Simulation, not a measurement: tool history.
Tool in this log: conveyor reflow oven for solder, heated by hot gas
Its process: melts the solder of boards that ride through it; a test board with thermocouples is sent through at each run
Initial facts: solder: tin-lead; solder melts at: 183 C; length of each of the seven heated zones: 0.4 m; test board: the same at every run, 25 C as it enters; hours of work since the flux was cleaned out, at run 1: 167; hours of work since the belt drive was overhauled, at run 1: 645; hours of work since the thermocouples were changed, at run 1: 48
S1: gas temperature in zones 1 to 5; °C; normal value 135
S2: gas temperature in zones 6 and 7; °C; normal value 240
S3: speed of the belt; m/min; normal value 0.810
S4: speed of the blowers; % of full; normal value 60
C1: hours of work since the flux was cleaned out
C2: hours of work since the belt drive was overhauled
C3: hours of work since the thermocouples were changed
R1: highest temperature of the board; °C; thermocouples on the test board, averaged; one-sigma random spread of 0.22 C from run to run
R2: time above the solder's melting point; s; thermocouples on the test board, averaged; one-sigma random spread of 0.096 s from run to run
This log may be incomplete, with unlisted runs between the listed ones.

run	hour	S1	S2	S3	S4	C1	C2	C3	R1	R2
1	0.0	135	240	0.810	60	167	645	48	222.1	47.16
2	15.8	135	240	0.810	60	173	651	55	222.3	47.10
3	23.6	135	240	0.810	60	176	654	58	222.2	47.07
4	33.6	147	240	0.810	60	180	659	62	224.7	51.61
5	50.5	135	240	0.810	60	187	666	69	222.0	46.99
6	61.2	135	240	0.810	60	192	670	73	222.7	46.99
7	69.5	135	240	0.810	60	195	673	77	222.2	46.92
8	87.1	135	240	0.810	50	202	681	84	218.5	44.38
# hour 94.5: flux residue cleaned out of gas plates and filters
9	104.8	135	240	0.810	50	4	686	89	217.9	44.49
10	123.1	135	240	0.810	50	12	693	97	218.0	44.33
# hour 139.6: flux residue cleaned out of gas plates and filters, once more
11	144.8	135	241	0.810	60	2	700	104	223.6	47.91
12	152.9	135	241	0.810	60	5	704	107	223.5	47.73
13	168.4	136	240	0.810	60	12	710	114	222.8	47.85
14	181.6	136	240	0.810	60	17	716	119	222.8	47.94
15	195.8	136	240	0.810	60	23	721	125	222.9	47.88
16	211.4	142	240	0.810	60	30	728	131	223.8	50.14
17	227.1	142	240	0.810	62	36	734	138	224.5	50.20
18	239.0	142	240	0.787	55	41	739	143	223.3	50.93
19	255.9	142	240	0.787	69	48	746	150	226.8	53.24
20	273.0	142	236	0.953	69	55	753	157	217.4	39.37
21	284.3	142	242	0.953	63	60	758	161	220.5	40.66
# hour 294.9: belt drive overhauled, speed set with a stopwatch
22	303.7	142	242	0.953	63	66	4	168	220.2	39.42
23	312.3	142	242	0.681	85	70	7	171	234.2	64.26
24	323.8	143	239	0.730	69	74	12	176	227.7	57.19
25	333.7	135	240	0.728	69	78	16	180	227.4	55.13
26	344.9	135	240	0.728	69	83	21	185	227.4	54.96
27	353.6	135	240	0.728	69	87	24	188	227.3	54.92
28	365.3	135	240	0.728	69	92	29	193	227.5	55.03
29	377.9	135	254	0.728	69	97	34	198	240.2	60.49
30	388.4	135	254	0.728	69	101	39	203	240.2	60.47
31	406.1	135	254	0.728	69	108	46	210	240.0	60.28
32	416.5	142	240	0.852	52	113	50	214	218.3	43.28

Entry by entry between the runs, the difference in hidden state between the last listed run before and the first listed run after:
Runs 8 to 9: flux residue cleaned out of gas plates and filters (hour 94.5)
  heat that the gas passes to the board, % of a clean oven's: 95.7 -> 94.9; belt's true speed, % of the reading: 98.33 -> 98.31; true gas temperature in zones 6 and 7 over the reading, C: -0.11 -> -0.13
  difference, measured minus the result without the unlogged condition, R1: -0.3 -> -0.5 °C; R2: +0.53 -> +0.40 s
Runs 10 to 11: flux residue cleaned out of gas plates and filters, once more (hour 139.6)
  heat that the gas passes to the board, % of a clean oven's: 94.7 -> 99.1; belt's true speed, % of the reading: 98.3 -> 98.28; true gas temperature in zones 6 and 7 over the reading, C: -0.15 -> -0.17
  difference, measured minus the result without the unlogged condition, R1: -0.6 -> +0.2 °C; R2: +0.37 -> +0.99 s
Runs 21 to 22: belt drive overhauled, speed set with a stopwatch (hour 294.9)
  heat that the gas passes to the board, % of a clean oven's: 98 -> 97.8; belt's true speed, % of the reading: 98.15 -> 99.95; true gas temperature in zones 6 and 7 over the reading, C: -0.35 -> -0.37
  difference, measured minus the result without the unlogged condition, R1: -0.1 -> -0.9 °C; R2: +0.71 -> -0.44 s
